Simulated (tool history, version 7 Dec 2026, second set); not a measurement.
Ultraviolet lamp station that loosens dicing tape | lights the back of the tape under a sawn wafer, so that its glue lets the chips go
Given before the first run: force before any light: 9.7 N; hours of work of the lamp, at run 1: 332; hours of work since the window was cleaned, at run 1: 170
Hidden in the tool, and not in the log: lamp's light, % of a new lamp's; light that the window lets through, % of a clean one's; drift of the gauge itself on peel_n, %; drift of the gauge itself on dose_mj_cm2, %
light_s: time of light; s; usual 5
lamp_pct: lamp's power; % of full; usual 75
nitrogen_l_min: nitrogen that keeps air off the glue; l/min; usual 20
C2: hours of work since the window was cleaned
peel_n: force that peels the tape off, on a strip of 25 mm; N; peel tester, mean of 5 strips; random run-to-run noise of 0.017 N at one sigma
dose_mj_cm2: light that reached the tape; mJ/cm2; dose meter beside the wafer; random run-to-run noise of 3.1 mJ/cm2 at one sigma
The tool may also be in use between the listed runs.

run 1 hour=0 | light_s=5 lamp_pct=75 nitrogen_l_min=20 | hours_of_work_of_the_lamp=332 C2=170 | peel_n=1.16 dose_mj_cm2=397
run 2 hour=25.3 | light_s=5 lamp_pct=75 nitrogen_l_min=20 | hours_of_work_of_the_lamp=348 C2=187 | peel_n=1.218 dose_mj_cm2=385
run 3 hour=47 | light_s=10 lamp_pct=75 nitrogen_l_min=20 | hours_of_work_of_the_lamp=362 C2=200 | peel_n=0.303 dose_mj_cm2=765
run 4 hour=72.4 | light_s=10 lamp_pct=75 nitrogen_l_min=20 | hours_of_work_of_the_lamp=378 C2=217 | peel_n=0.308 dose_mj_cm2=739
run 5 hour=102.1 | light_s=10 lamp_pct=75 nitrogen_l_min=20 | hours_of_work_of_the_lamp=397 C2=236 | peel_n=0.327 dose_mj_cm2=734
run 6 hour=116.7 | light_s=5 lamp_pct=75 nitrogen_l_min=20 | hours_of_work_of_the_lamp=407 C2=245 | peel_n=1.381 dose_mj_cm2=367
-- hour=126.6 window cleaned of glue's vapour
run 7 hour=140.9 | light_s=5 lamp_pct=67 nitrogen_l_min=20 | hours_of_work_of_the_lamp=422 C2=9 | peel_n=1.236 dose_mj_cm2=384
run 8 hour=164.3 | light_s=5 lamp_pct=67 nitrogen_l_min=20 | hours_of_work_of_the_lamp=437 C2=24 | peel_n=1.276 dose_mj_cm2=380
run 9 hour=190 | light_s=5 lamp_pct=67 nitrogen_l_min=20 | hours_of_work_of_the_lamp=453 C2=41 | peel_n=1.352 dose_mj_cm2=374
run 10 hour=203.3 | light_s=5 lamp_pct=67 nitrogen_l_min=8 | hours_of_work_of_the_lamp=462 C2=49 | peel_n=2.04 dose_mj_cm2=379
run 11 hour=217.3 | light_s=5 lamp_pct=67 nitrogen_l_min=39 | hours_of_work_of_the_lamp=471 C2=58 | peel_n=1.002 dose_mj_cm2=369
run 12 hour=236.8 | light_s=2 lamp_pct=71 nitrogen_l_min=9 | hours_of_work_of_the_lamp=483 C2=71 | peel_n=5.079 dose_mj_cm2=159
run 13 hour=254.6 | light_s=2 lamp_pct=71 nitrogen_l_min=9 | hours_of_work_of_the_lamp=495 C2=82 | peel_n=4.747 dose_mj_cm2=154
run 14 hour=283.4 | light_s=4 lamp_pct=88 nitrogen_l_min=35 | hours_of_work_of_the_lamp=513 C2=100 | peel_n=1.061 dose_mj_cm2=369
run 15 hour=311 | light_s=4 lamp_pct=75 nitrogen_l_min=20 | hours_of_work_of_the_lamp=531 C2=118 | peel_n=1.804 dose_mj_cm2=312
run 16 hour=325.2 | light_s=4 lamp_pct=75 nitrogen_l_min=20 | hours_of_work_of_the_lamp=540 C2=127 | peel_n=1.839 dose_mj_cm2=312

Branching from run 16: 4 alternative next runs. What would each branch give?
run A hour=344.9 | light_s=4 lamp_pct=71 nitrogen_l_min=17 | hours_of_work_of_the_lamp=552 C2=140 | peel_n=? dose_mj_cm2=?
run B hour=344.9 | light_s=3 lamp_pct=75 nitrogen_l_min=20 | hours_of_work_of_the_lamp=552 C2=140 | peel_n=? dose_mj_cm2=?
run C hour=344.9 | light_s=6 lamp_pct=83 nitrogen_l_min=15 | hours_of_work_of_the_lamp=552 C2=140 | peel_n=? dose_mj_cm2=?
run D hour=344.9 | light_s=5 lamp_pct=84 nitrogen_l_min=14 | hours_of_work_of_the_lamp=552 C2=140 | peel_n=? dose_mj_cm2=?

run=A peel_n=2.154 dose_mj_cm2=290
run=B peel_n=2.828 dose_mj_cm2=231
run=C peel_n=0.835 dose_mj_cm2=502
run=D peel_n=1.2 dose_mj_cm2=428
Take away the tool's hidden state, keep each run's random variation, and the runs would have read:
run=A peel_n=1.514 dose_mj_cm2=361
run=B peel_n=2.094 dose_mj_cm2=287
run=C peel_n=0.518 dose_mj_cm2=627
run=D peel_n=0.764 dose_mj_cm2=534
